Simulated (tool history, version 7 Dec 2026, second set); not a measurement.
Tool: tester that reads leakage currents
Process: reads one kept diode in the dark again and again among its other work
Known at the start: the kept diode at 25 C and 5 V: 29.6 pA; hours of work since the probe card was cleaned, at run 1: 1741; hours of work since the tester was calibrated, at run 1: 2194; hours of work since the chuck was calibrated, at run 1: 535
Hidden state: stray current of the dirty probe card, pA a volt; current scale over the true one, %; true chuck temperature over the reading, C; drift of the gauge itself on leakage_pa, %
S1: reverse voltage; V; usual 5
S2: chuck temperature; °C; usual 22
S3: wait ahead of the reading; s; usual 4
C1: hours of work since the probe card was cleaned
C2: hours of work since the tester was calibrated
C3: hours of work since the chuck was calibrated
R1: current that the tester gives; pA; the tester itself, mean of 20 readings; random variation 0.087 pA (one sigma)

| run | hour | S1 | S2 | S3 | C1 | C2 | C3 | R1 |
|---|---|---|---|---|---|---|---|---|
| 1 | 0 | 5 | 22 | 4 | 1741 | 2194 | 535 | 23.62 |
| 2 | 62.2 | 5 | 22 | 4 | 1777 | 2230 | 571 | 23.44 |
|  | 122.4 | tester calibrated |
|  | 158.8 | chuck's temperature calibrated |
| 3 | 159.8 | 11.84 | 22 | 4 | 1831 | 20 | 1 | 35.8 |
| 4 | 223 | 11.84 | 22 | 4 | 1868 | 57 | 37 | 35.6 |
| 5 | 276.9 | 5 | 22 | 4 | 1899 | 88 | 68 | 25.07 |
| 6 | 347.2 | 5 | 22 | 4 | 1940 | 129 | 109 | 24.86 |
| 7 | 403.5 | 5 | 22 | 4 | 1972 | 162 | 142 | 24.91 |
| 8 | 473.2 | 5 | 22 | 4 | 2013 | 202 | 182 | 24.82 |
| 9 | 517.3 | 5 | 22 | 4 | 2038 | 228 | 208 | 24.68 |
| 10 | 609.7 | 5 | 22 | 4 | 2092 | 281 | 261 | 24.7 |
| 11 | 651.9 | 5 | 22 | 4 | 2116 | 305 | 286 | 24.66 |
| 12 | 746 | 5 | 22 | 4 | 2171 | 360 | 340 | 24.5 |
| 13 | 806.1 | 5 | 22 | 4 | 2206 | 395 | 375 | 24.2 |
| 14 | 880.2 | 5 | 22 | 4 | 2248 | 438 | 418 | 24.19 |
| 15 | 956.6 | 5 | 22 | 4 | 2293 | 482 | 462 | 24.22 |
| 16 | 1017.1 | 5 | 22 | 4 | 2328 | 517 | 497 | 24.26 |
| 17 | 1069.7 | 5 | 22 | 4 | 2358 | 547 | 527 | 24.05 |
|  | 1078.3 | probe card cleaned and baked |
| 18 | 1164.5 | 5 | 22 | 4 | 50 | 601 | 581 | 25.32 |
|  | 1240.1 | chuck's temperature calibrated |
| 19 | 1260.9 | 5 | 22 | 4 | 105 | 655 | 12 | 26.91 |
| 20 | 1327.4 | 5 | 22 | 4 | 143 | 694 | 51 | 26.82 |
|  | 1344.8 | probe card cleaned and baked, once more |
| 21 | 1423.4 | 5 | 22 | 4 | 46 | 748 | 104 | 23.03 |
| 22 | 1517.2 | 1.99 | 22 | 1.72 | 100 | 802 | 159 | 17.01 |
| 23 | 1601.1 | 2.01 | 37 | 4 | 148 | 851 | 207 | 53.94 |
| 24 | 1653.8 | 2.01 | 37 | 4 | 179 | 881 | 238 | 53.6 |
| 25 | 1743.6 | 1.03 | 29 | 4 | 231 | 933 | 290 | 22.95 |
| 26 | 1834.2 | 5 | 23 | 1.02 | 283 | 985 | 342 | 25.28 |
| 27 | 1921.5 | 6.03 | 22 | 0.6 | 334 | 1036 | 393 | 25.97 |
| 28 | 1992.7 | 6.03 | 22 | 0.6 | 375 | 1077 | 434 | 25.76 |
| 29 | 2085.1 | 5.59 | 47 | 1 | 429 | 1131 | 488 | 152.35 |
| 30 | 2140.2 | 8.52 | 35 | 0.49 | 461 | 1163 | 520 | 76.63 |
| 31 | 2212.6 | 8.52 | 35 | 0.49 | 503 | 1205 | 561 | 76.23 |
| 32 | 2298.6 | 8.52 | 35 | 0.49 | 552 | 1254 | 611 | 76.12 |
|  | 2328.3 | chuck's temperature calibrated |
| 33 | 2346.4 | 5.9 | 22 | 4 | 579 | 1281 | 11 | 25.36 |
| 34 | 2425.4 | 5 | 22 | 0.37 | 625 | 1327 | 56 | 26.45 |
| 35 | 2468.4 | 5 | 22 | 0.37 | 650 | 1352 | 81 | 26.16 |
| 36 | 2523.1 | 5 | 59 | 1.81 | 681 | 1383 | 113 | 341.74 |
| 37 | 2596.1 | 5 | 59 | 1.81 | 723 | 1426 | 155 | 338.92 |
| 38 | 2691.2 | 1.03 | 41 | 9.14 | 779 | 1481 | 210 | 57.77 |
| 39 | 2731.8 | 4.98 | 24 | 3.53 | 802 | 1504 | 234 | 27.41 |
| 40 | 2803 | 5 | 58 | 4 | 843 | 1545 | 275 | 315.65 |

How the hidden state differs across the entries between the runs, from the last listed run before each to the first after it:
Between runs 2 and 3: tester calibrated (hour 122.4); chuck's temperature calibrated (hour 158.8)
  stray current of the dirty probe card, pA a volt: 0.346 -> 0.355; current scale over the true one, %: -0.58 -> -0.05; true chuck temperature over the reading, C: -0.84 -> -0.06
  measured less the result without the state, R1: -0.05 -> +3.82 pA
Between runs 17 and 18: probe card cleaned and baked (hour 1078.3)
  stray current of the dirty probe card, pA a volt: 0.453 -> 0.723; current scale over the true one, %: -0.2 -> -0.22; true chuck temperature over the reading, C: -0.85 -> -0.93
  measured less the result without the state, R1: +0.54 -> +1.75 pA
Between runs 18 and 19: chuck's temperature calibrated (hour 1240.1)
  stray current of the dirty probe card, pA a volt: 0.723 -> 0.733; current scale over the true one, %: -0.22 -> -0.23; true chuck temperature over the reading, C: -0.93 -> -0.02
  measured less the result without the state, R1: +1.75 -> +3.45 pA
Between runs 20 and 21: probe card cleaned and baked, once more (hour 1344.8)
  stray current of the dirty probe card, pA a volt: 0.74 -> 0.03; current scale over the true one, %: -0.25 -> -0.26; true chuck temperature over the reading, C: -0.08 -> -0.16
  measured less the result without the state, R1: +3.38 -> -0.3 pA
Between runs 32 and 33: chuck's temperature calibrated (hour 2328.3)
  stray current of the dirty probe card, pA a volt: 0.124 -> 0.129; current scale over the true one, %: -0.41 -> -0.42; true chuck temperature over the reading, C: -0.95 -> 0
  measured less the result without the state, R1: -4.78 -> +0.53 pA
